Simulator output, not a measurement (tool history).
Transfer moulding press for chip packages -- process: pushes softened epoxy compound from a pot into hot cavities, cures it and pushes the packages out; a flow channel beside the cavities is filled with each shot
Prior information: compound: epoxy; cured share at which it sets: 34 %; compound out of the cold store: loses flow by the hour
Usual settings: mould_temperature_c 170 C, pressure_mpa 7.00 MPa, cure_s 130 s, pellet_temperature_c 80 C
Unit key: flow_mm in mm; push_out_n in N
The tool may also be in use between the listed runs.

run,hour,mould_temperature_c,pressure_mpa,cure_s,pellet_temperature_c,incoming compound's hours out of the cold store,flow_mm,push_out_n
1,0.0,170,7.00,130,80,29.2,929,473
2,9.0,170,7.00,130,80,47.2,865,480
3,15.1,170,7.00,130,75,11.4,985,497
# hour 20.7: cavities cleaned with cleaning compound and waxed
4,25.9,170,7.00,130,75,30.4,920,404
# hour 30.8: plunger's sealing rings changed
5,35.3,170,7.00,130,75,35.1,954,412
6,43.6,170,7.00,130,75,43.9,920,411
7,55.1,170,7.00,130,75,40.9,934,483
8,66.8,170,7.00,130,75,42.9,926,487
9,78.6,170,7.00,130,75,29.0,968,485
# hour 83.2: cavities cleaned with cleaning compound and waxed
10,91.5,170,7.00,130,75,35.5,953,402
11,103.6,170,7.00,130,80,41.5,927,442
12,109.3,170,7.00,123,80,23.4,986,483
13,119.9,170,7.00,123,80,18.7,997,523
14,130.8,170,7.00,123,80,29.3,952,530
# hour 133.5: mould's thermocouples calibrated
15,138.6,177,7.00,130,80,40.0,893,453
# hour 144.9: cavities cleaned with cleaning compound and waxed
16,148.4,177,7.00,130,80,11.1,978,372
17,155.3,177,7.00,128,80,32.0,913,356
18,161.0,177,7.00,128,80,12.2,975,388
19,166.8,170,7.00,124,86,10.5,1014,496
20,175.3,170,7.00,124,86,19.5,988,486
21,185.6,163,7.51,167,71,18.7,1079,507
# hour 191.9: mould's thermocouples calibrated, once more
22,194.9,176,7.00,123,80,20.6,949,447
# hour 206.6: cavities cleaned with cleaning compound and waxed
23,206.9,170,7.00,163,86,32.6,938,345
24,213.9,170,7.00,163,86,10.7,1013,345
25,222.9,162,5.45,110,77,45.0,834,932
26,228.9,174,5.45,123,77,37.5,792,404
27,235.5,174,6.51,140,83,19.8,923,407

What if the next run were any one of these 5? Each begins from the tool's condition after run 27:
A,246.0,170,8.14,110,80,45.9,?,?
B,246.0,170,7.00,121,80,14.6,?,?
C,246.0,169,7.00,130,80,47.6,?,?
D,246.0,162,7.00,152,72,41.4,?,?
E,246.0,170,7.00,159,80,24.8,?,?

run,flow_mm,push_out_n
A,961,580
B,993,525
C,892,465
D,953,585
E,966,447
Without the tool's hidden state the same runs would have given:
run,flow_mm,push_out_n
A,990,456
B,1022,414
C,919,367
D,981,459
E,995,359
